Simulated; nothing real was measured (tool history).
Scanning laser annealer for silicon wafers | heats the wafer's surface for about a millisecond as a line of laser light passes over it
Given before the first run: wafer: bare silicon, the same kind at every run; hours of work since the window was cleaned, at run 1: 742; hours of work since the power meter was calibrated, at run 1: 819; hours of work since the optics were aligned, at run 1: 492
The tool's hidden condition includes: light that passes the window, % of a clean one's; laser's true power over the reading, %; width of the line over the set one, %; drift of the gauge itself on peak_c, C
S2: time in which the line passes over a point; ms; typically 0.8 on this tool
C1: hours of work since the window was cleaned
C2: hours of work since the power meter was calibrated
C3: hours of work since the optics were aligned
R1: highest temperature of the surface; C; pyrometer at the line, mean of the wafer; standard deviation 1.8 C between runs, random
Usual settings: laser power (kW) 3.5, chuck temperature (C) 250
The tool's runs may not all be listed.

run 1 hour=0 | laser_power_(kW)=3.5 S2=0.8 chuck_temperature_(C)=250 | C1=742 C2=819 C3=492 | R1=929
run 2 hour=48.2 | laser_power_(kW)=3.5 S2=0.653 chuck_temperature_(C)=250 | C1=780 C2=857 C3=530 | R1=850
run 3 hour=85.8 | laser_power_(kW)=3.5 S2=0.653 chuck_temperature_(C)=250 | C1=810 C2=887 C3=560 | R1=848
run 4 hour=140.5 | laser_power_(kW)=3.5 S2=0.653 chuck_temperature_(C)=250 | C1=854 C2=931 C3=604 | R1=847
run 5 hour=202.1 | laser_power_(kW)=3.5 S2=0.653 chuck_temperature_(C)=250 | C1=903 C2=980 C3=653 | R1=845
-- hour=210.7 window over the wafer cleaned
run 6 hour=247.9 | laser_power_(kW)=3.5 S2=0.653 chuck_temperature_(C)=250 | C1=30 C2=1015 C3=688 | R1=880
run 7 hour=305.1 | laser_power_(kW)=3.5 S2=0.653 chuck_temperature_(C)=250 | C1=75 C2=1060 C3=733 | R1=879
run 8 hour=356.8 | laser_power_(kW)=3.185 S2=0.8 chuck_temperature_(C)=250 | C1=116 C2=1101 C3=774 | R1=873
run 9 hour=399.7 | laser_power_(kW)=3.185 S2=0.8 chuck_temperature_(C)=250 | C1=150 C2=1135 C3=808 | R1=869
run 10 hour=445.5 | laser_power_(kW)=3.185 S2=0.8 chuck_temperature_(C)=250 | C1=187 C2=1172 C3=845 | R1=869
run 11 hour=507.2 | laser_power_(kW)=3.185 S2=0.8 chuck_temperature_(C)=250 | C1=236 C2=1221 C3=894 | R1=868
run 12 hour=567 | laser_power_(kW)=3.185 S2=0.8 chuck_temperature_(C)=250 | C1=283 C2=1268 C3=941 | R1=865
run 13 hour=602.6 | laser_power_(kW)=3.185 S2=0.8 chuck_temperature_(C)=250 | C1=312 C2=1296 C3=969 | R1=862
run 14 hour=634.7 | laser_power_(kW)=3.291 S2=0.8 chuck_temperature_(C)=250 | C1=337 C2=1322 C3=995 | R1=888
run 15 hour=667.1 | laser_power_(kW)=3.5 S2=0.864 chuck_temperature_(C)=250 | C1=363 C2=1348 C3=1021 | R1=969
run 16 hour=733.7 | laser_power_(kW)=3.5 S2=0.864 chuck_temperature_(C)=250 | C1=416 C2=1401 C3=1074 | R1=965
run 17 hour=791.6 | laser_power_(kW)=3.799 S2=0.8 chuck_temperature_(C)=250 | C1=462 C2=1447 C3=1120 | R1=1005
run 18 hour=826.4 | laser_power_(kW)=3.799 S2=0.8 chuck_temperature_(C)=250 | C1=489 C2=1474 C3=1147 | R1=1001
run 19 hour=879.7 | laser_power_(kW)=3.799 S2=0.8 chuck_temperature_(C)=250 | C1=532 C2=1517 C3=1190 | R1=998
run 20 hour=938.2 | laser_power_(kW)=3.799 S2=0.8 chuck_temperature_(C)=250 | C1=578 C2=1563 C3=1236 | R1=997
run 21 hour=970.3 | laser_power_(kW)=3.799 S2=0.8 chuck_temperature_(C)=250 | C1=604 C2=1589 C3=1262 | R1=991
-- hour=978.2 laser's power meter calibrated
run 22 hour=1032.5 | laser_power_(kW)=3.716 S2=0.8 chuck_temperature_(C)=250 | C1=651 C2=43 C3=1309 | R1=971

Run 23 comes next. What will it give?
run 23 hour=1085.5 | laser_power_(kW)=3.535 S2=0.8 chuck_temperature_(C)=250 | C1=693 C2=85 C3=1351 | R1=?

{"run 23": {"R1": 923}}
Were there no unlogged condition in the tool, this run, its random variation unchanged, would have produced R1 980 C.
